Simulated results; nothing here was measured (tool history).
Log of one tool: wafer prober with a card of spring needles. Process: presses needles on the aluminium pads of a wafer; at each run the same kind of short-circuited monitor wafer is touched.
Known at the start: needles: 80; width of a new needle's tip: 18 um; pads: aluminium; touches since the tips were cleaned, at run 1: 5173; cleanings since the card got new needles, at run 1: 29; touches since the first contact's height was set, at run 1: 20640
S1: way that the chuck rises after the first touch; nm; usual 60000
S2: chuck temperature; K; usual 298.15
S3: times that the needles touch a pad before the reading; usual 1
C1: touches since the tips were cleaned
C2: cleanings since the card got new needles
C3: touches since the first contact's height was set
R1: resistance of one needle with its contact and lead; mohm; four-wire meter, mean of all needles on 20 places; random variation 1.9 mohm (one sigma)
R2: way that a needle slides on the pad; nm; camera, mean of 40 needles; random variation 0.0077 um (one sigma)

run	hour	S1	S2	S3	C1	C2	C3	R1	R2
1	0.0	60000	298.15	1	5173	29	20640	265	7850
# hour 5.2: tips cleaned on abrasive film
2	13.6	60000	298.15	1	3512	30	26283	251	7852
3	21.5	60000	298.15	1	6815	30	29586	266	7834
# hour 22.5: tips cleaned on abrasive film
4	29.5	60000	298.15	1	2916	31	32874	246	7848
5	35.9	60000	298.15	1	5567	31	35525	264	7838
# hour 39.5: tips cleaned on abrasive film
6	46.2	60000	298.15	1	2782	32	39784	248	7837
7	54.8	64000	298.15	1	6368	32	43370	254	8352
# hour 56.6: tips cleaned on abrasive film
8	63.4	64000	298.15	1	2854	33	46945	233	8366
9	70.9	60000	298.15	2	5972	33	50063	237	7833
# hour 73.5: tips cleaned on abrasive film
10	80.9	60000	342.15	1	3067	34	54195	253	7837
# hour 90.7: tips cleaned on abrasive film
11	94.7	51000	342.15	1	1655	35	59898	255	6613
12	104.3	51000	342.15	1	5687	35	63930	293	6641
# hour 107.4: tips cleaned on abrasive film
13	117.0	51000	342.15	1	4026	36	69199	278	6651
# hour 124.6: tips cleaned on abrasive film
14	127.1	51000	342.15	1	1058	37	73355	249	6635
15	134.8	60000	298.15	2	4286	37	76583	236	7809
# hour 142.0: tips cleaned on abrasive film
16	148.0	60000	298.15	2	2491	38	82014	230	7811
17	155.1	60000	298.15	1	5464	38	84987	262	7807
# hour 159.2: tips cleaned on abrasive film
18	162.3	57000	298.15	1	1290	39	87968	233	7417
19	174.3	57000	298.15	1	6285	39	92963	270	7409
# hour 176.6: tips cleaned on abrasive film
20	187.5	57000	298.15	1	4546	40	98419	261	7402
# hour 194.2: tips cleaned on abrasive film
21	199.0	52000	378.15	1	2008	41	103190	264	6745
22	206.8	69000	377.15	1	5270	41	106452	258	8961
# hour 211.0: tips cleaned on abrasive film
23	215.3	69000	377.15	1	1791	42	109963	241	8965
# hour 228.3: tips cleaned on abrasive film
24	228.5	78000	302.15	3	61	43	115418	202	10145
25	239.4	78000	302.15	3	4616	43	119973	212	10147
# hour 246.0: tips cleaned on abrasive film
26	253.9	60000	320.15	2	3317	44	125983	238	7771
# hour 263.3: tips cleaned on abrasive film
27	269.9	42000	301.15	3	2734	45	132600	245	5393
# hour 280.1: tips cleaned on abrasive film
28	282.7	60000	338.15	1	1065	46	137907	241	7765
29	294.4	60000	338.15	1	5979	46	142821	271	7749
# hour 297.1: tips cleaned on abrasive film
30	301.5	60000	338.15	1	1839	47	145723	248	7747
31	312.7	57000	381.15	1	6516	47	150400	290	7358
# hour 313.9: tips cleaned on abrasive film
32	323.0	42000	377.15	1	3775	48	154647	323	5365
# hour 331.2: tips cleaned on abrasive film
33	331.9	55000	307.15	1	306	49	158331	223	7081

Forecast each of these 3 alternatives for the next run:
A	343.5	43000	353.15	3	5127	49	163152	?	?
B	343.5	55000	302.15	2	5127	49	163152	?	?
C	343.5	58000	298.15	2	5127	49	163152	?	?

run	R1	R2
A	259	5503
B	251	7082
C	243	7472
Without the tool's hidden state the same runs would have given:
run	R1	R2
A	221	5641
B	208	7219
C	203	7609
